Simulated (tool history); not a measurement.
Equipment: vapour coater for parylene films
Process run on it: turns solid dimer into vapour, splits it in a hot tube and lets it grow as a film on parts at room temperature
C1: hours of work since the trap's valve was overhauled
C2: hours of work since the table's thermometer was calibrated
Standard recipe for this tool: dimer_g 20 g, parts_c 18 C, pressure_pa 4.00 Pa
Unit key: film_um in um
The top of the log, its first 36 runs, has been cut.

{"run": 37, "day": 52.838, "dimer_g": 11, "parts_c": 22, "pressure_pa": 5.71, "C1": 164, "C2": 1807, "film_um": 2.15}
{"run": 38, "day": 53.683, "dimer_g": 26, "parts_c": 18, "pressure_pa": 11.31, "C1": 181, "C2": 1824, "film_um": 4.92}
{"run": 39, "day": 55.45, "dimer_g": 26, "parts_c": 18, "pressure_pa": 11.31, "C1": 215, "C2": 1858, "film_um": 4.91}
{"run": 40, "day": 56.862, "dimer_g": 26, "parts_c": 18, "pressure_pa": 11.31, "C1": 242, "C2": 1885, "film_um": 4.84}
{"run": 41, "day": 58.054, "dimer_g": 26, "parts_c": 18, "pressure_pa": 11.31, "C1": 265, "C2": 1908, "film_um": 4.73}
{"run": 42, "day": 59.417, "dimer_g": 26, "parts_c": 18, "pressure_pa": 11.31, "C1": 291, "C2": 1934, "film_um": 4.86}
{"run": 43, "day": 61.317, "dimer_g": 26, "parts_c": 24, "pressure_pa": 11.31, "C1": 328, "C2": 1971, "film_um": 4.35}
{"run": 44, "day": 63.012, "dimer_g": 26, "parts_c": 24, "pressure_pa": 11.31, "C1": 361, "C2": 2003, "film_um": 4.22}
{"run": 45, "day": 63.95, "dimer_g": 26, "parts_c": 24, "pressure_pa": 3.1, "C1": 379, "C2": 2022, "film_um": 5.09}
{"day": 64.988, "done": "table's thermometer calibrated"}
{"run": 46, "day": 65.521, "dimer_g": 26, "parts_c": 24, "pressure_pa": 3.1, "C1": 408, "C2": 10, "film_um": 5.15}
{"run": 47, "day": 66.862, "dimer_g": 30, "parts_c": 26, "pressure_pa": 10.34, "C1": 434, "C2": 36, "film_um": 4.78}
{"run": 48, "day": 68.4, "dimer_g": 30, "parts_c": 21, "pressure_pa": 2.62, "C1": 464, "C2": 66, "film_um": 6.19}

3 options for the next run, each taken on its own from the tool as it stands now. Forecast them:
{"run": "A", "day": 69.996, "dimer_g": 9, "parts_c": 15, "pressure_pa": 11.73, "C1": 494, "C2": 97, "film_um": "?"}
{"run": "B", "day": 69.996, "dimer_g": 30, "parts_c": 29, "pressure_pa": 2.27, "C1": 494, "C2": 97, "film_um": "?"}
{"run": "C", "day": 69.996, "dimer_g": 10, "parts_c": 16, "pressure_pa": 2.9, "C1": 494, "C2": 97, "film_um": "?"}

run=A film_um=1.67
run=B film_um=5.59
run=C film_um=2.26
With the hidden condition removed and each run's random variation left untouched, the same runs would have given:
run=A film_um=1.88
run=B film_um=6.30
run=C film_um=2.55

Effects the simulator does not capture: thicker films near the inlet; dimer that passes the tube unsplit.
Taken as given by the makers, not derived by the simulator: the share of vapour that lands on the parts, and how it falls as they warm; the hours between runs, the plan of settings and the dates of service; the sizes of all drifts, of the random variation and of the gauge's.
